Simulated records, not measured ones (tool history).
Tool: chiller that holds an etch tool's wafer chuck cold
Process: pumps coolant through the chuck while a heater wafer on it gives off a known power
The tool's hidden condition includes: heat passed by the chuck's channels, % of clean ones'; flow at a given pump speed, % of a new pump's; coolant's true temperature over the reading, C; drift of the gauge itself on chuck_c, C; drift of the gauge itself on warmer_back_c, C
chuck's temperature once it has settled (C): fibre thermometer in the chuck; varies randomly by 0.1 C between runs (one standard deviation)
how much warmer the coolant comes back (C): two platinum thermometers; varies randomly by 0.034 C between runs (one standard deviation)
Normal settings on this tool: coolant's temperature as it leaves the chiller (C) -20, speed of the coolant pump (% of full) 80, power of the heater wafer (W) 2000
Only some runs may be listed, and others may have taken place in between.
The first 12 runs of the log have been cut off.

run   hour  coolant's temperature as it leaves the chiller (C)  speed of the coolant pump (% of full)  power of the heater wafer (W)  hours since the coolant was changed and the channels were flushed  hours since the pump was overhauled  hours since the chiller's thermometer was calibrated  chuck's temperature once it has settled (C)  how much warmer the coolant comes back (C)
 13  253.2                                                 -25                                     80                           2389                                                                238                                  492                                                  2354                                         -3.9                                        6.30
 14  271.7                                                 -25                                     80                           2389                                                                257                                  511                                                  2372                                         -3.8                                        6.31
 15  295.2                                                 -25                                     69                           2389                                                                280                                  535                                                  2396                                         -1.9                                        7.46
 16  314.6                                                 -25                                     69                           2389                                                                300                                  554                                                  2415                                         -1.7                                        7.39
 17  331.8                                                 -25                                     69                           2389                                                                317                                  571                                                  2432                                         -1.9                                        7.38
 18  361.6                                                 -25                                     69                           2389                                                                347                                  601                                                  2462                                         -1.7                                        7.44
 19  382.4                                                 -20                                     80                           1092                                                                367                                  622                                                  2483                                        -10.4                                        2.89
 20  395.5                                                 -20                                     77                           2517                                                                380                                  635                                                  2496                                          2.7                                        6.92
 21  420.7                                                 -20                                     77                           2517                                                                406                                  660                                                  2521                                          2.7                                        6.91
 22  442.1                                                 -15                                     97                           1660                                                                427                                  681                                                  2543                                         -1.9                                        3.64
 23  468.8                                                 -17                                     88                           1418                                                                454                                  708                                                  2569                                         -5.2                                        3.38
 24  497.4                                                 -20                                     68                           2000                                                                482                                  737                                                  2598                                         -0.3                                        6.33
 25  515.2                                                 -20                                     80                           2067                                                                500                                  754                                                  2616                                         -2.0                                        5.41
 26  534.4                                                 -29                                     80                           2067                                                                519                                  774                                                  2635                                        -10.8                                        5.48
 27  548.4                                                 -20                                    100                           1264                                                                533                                  788                                                  2649                                        -10.2                                        2.62
 28  571.4                                                 -20                                    100                           1264                                                                556                                  811                                                  2672                                        -10.3                                        2.64
 29  586.5                                                 -27                                     80                           1431                                                                571                                  826                                                  2687                                        -14.4                                        3.79
 30  611.5                                                 -23                                     80                           2254                                                                596                                  851                                                  2712                                         -3.3                                        5.92
 31  637.6                                                 -18                                     96                           1928                                                                623                                  877                                                  2738                                         -2.9                                        4.16

Alternative continuations, all from the tool just after run 31; predict every row:
  A  665.7                                                 -23                                     61                           1928                                                                651                                  905                                                  2766                                            ?                                           ?
  B  665.7                                                 -11                                     83                           1647                                                                651                                  905                                                  2766                                            ?                                           ?
  C  665.7                                                 -20                                     79                           1936                                                                651                                  905                                                  2766                                            ?                                           ?
  D  665.7                                                 -24                                     80                           2458                                                                651                                  905                                                  2766                                            ?                                           ?
  E  665.7                                                 -18                                     96                           2226                                                                651                                  905                                                  2766                                            ?                                           ?

run  chuck's temperature once it has settled (C)  how much warmer the coolant comes back (C)
  A                                         -2.7                                        6.86
  B                                          3.2                                        4.25
  C                                         -2.8                                        5.18
  D                                         -2.1                                        6.52
  E                                         -0.6                                        4.89
Without the tool's hidden state the same runs would have given:
run  chuck's temperature once it has settled (C)  how much warmer the coolant comes back (C)
  A                                         -2.7                                        6.86
  B                                          3.2                                        4.25
  C                                         -2.8                                        5.18
  D                                         -2.1                                        6.52
  E                                         -0.6                                        4.89
